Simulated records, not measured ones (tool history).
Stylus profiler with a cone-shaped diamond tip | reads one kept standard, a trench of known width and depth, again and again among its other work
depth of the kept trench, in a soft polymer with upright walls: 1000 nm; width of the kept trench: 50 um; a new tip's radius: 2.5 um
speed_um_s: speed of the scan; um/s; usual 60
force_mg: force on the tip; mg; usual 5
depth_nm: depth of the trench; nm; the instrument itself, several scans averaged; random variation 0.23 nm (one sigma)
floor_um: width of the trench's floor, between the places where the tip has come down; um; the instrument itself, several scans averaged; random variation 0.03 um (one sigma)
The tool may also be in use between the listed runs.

run 1 hour=0 | speed_um_s=60 force_mg=5 | depth_nm=1012.11 floor_um=45.47
run 2 hour=45.6 | speed_um_s=60 force_mg=5 | depth_nm=1011.97 floor_um=45.47
run 3 hour=89.9 | speed_um_s=60 force_mg=5 | depth_nm=1012 floor_um=45.41
run 4 hour=117.3 | speed_um_s=60 force_mg=5 | depth_nm=1012.28 floor_um=45.45
run 5 hour=159.7 | speed_um_s=90 force_mg=5 | depth_nm=1011.45 floor_um=45.26
run 6 hour=208.8 | speed_um_s=60 force_mg=5 | depth_nm=1011.97 floor_um=45.4
run 7 hour=264.3 | speed_um_s=60 force_mg=5.03 | depth_nm=1011.85 floor_um=45.41
run 8 hour=292 | speed_um_s=60 force_mg=5.03 | depth_nm=1011.98 floor_um=45.32
run 9 hour=331.3 | speed_um_s=60 force_mg=5 | depth_nm=1011.67 floor_um=45.34
run 10 hour=357.2 | speed_um_s=60 force_mg=5 | depth_nm=1011.83 floor_um=45.28
run 11 hour=412.5 | speed_um_s=60 force_mg=5 | depth_nm=1011.66 floor_um=45.25
run 12 hour=471 | speed_um_s=60 force_mg=5 | depth_nm=1011.85 floor_um=45.24
run 13 hour=526 | speed_um_s=60 force_mg=5 | depth_nm=1011.54 floor_um=45.28
run 14 hour=572.9 | speed_um_s=60 force_mg=5 | depth_nm=1011.42 floor_um=45.24
run 15 hour=629.8 | speed_um_s=60 force_mg=5 | depth_nm=1011.69 floor_um=45.25
run 16 hour=671.5 | speed_um_s=60 force_mg=5 | depth_nm=1011.2 floor_um=45.18
run 17 hour=711 | speed_um_s=60 force_mg=5 | depth_nm=1010.9 floor_um=45.18
run 18 hour=744 | speed_um_s=60 force_mg=5 | depth_nm=1011.12 floor_um=45.21
run 19 hour=778.7 | speed_um_s=211 force_mg=5 | depth_nm=1011.7 floor_um=44.82
run 20 hour=806.8 | speed_um_s=211 force_mg=5 | depth_nm=1011.55 floor_um=44.75
run 21 hour=848.7 | speed_um_s=211 force_mg=5 | depth_nm=1011.09 floor_um=44.74
run 22 hour=905.8 | speed_um_s=211 force_mg=5 | depth_nm=1010.88 floor_um=44.75
run 23 hour=955.9 | speed_um_s=60 force_mg=2.28 | depth_nm=1006.42 floor_um=45.04
run 24 hour=1015.3 | speed_um_s=60 force_mg=2.28 | depth_nm=1005.94 floor_um=45
run 25 hour=1074.6 | speed_um_s=60 force_mg=2.28 | depth_nm=1005.9 floor_um=44.93
run 26 hour=1134.9 | speed_um_s=16 force_mg=8.65 | depth_nm=1016.59 floor_um=45.19
run 27 hour=1196.6 | speed_um_s=61 force_mg=2.67 | depth_nm=1006.87 floor_um=44.99
run 28 hour=1243.3 | speed_um_s=179 force_mg=6.21 | depth_nm=1012.93 floor_um=44.69
run 29 hour=1286.1 | speed_um_s=148 force_mg=12.28 | depth_nm=1021.15 floor_um=44.88
run 30 hour=1333.5 | speed_um_s=28 force_mg=13.96 | depth_nm=1023.12 floor_um=45.09
run 31 hour=1375.1 | speed_um_s=22 force_mg=1.67 | depth_nm=1004.25 floor_um=44.97
run 32 hour=1403.5 | speed_um_s=175 force_mg=8.23 | depth_nm=1015.45 floor_um=44.7
run 33 hour=1434.9 | speed_um_s=175 force_mg=8.23 | depth_nm=1015.63 floor_um=44.72
run 34 hour=1464.8 | speed_um_s=95 force_mg=8.23 | depth_nm=1015.7 floor_um=44.86

Forecast run 35:
run 35 hour=1512.3 | speed_um_s=95 force_mg=8.23 | depth_nm=? floor_um=?

depth_nm: 1015.45 nm
floor_um: 44.85 um
Without the tool's hidden state the same run would have given depth_nm 1016.82 nm, floor_um 45.8 um.

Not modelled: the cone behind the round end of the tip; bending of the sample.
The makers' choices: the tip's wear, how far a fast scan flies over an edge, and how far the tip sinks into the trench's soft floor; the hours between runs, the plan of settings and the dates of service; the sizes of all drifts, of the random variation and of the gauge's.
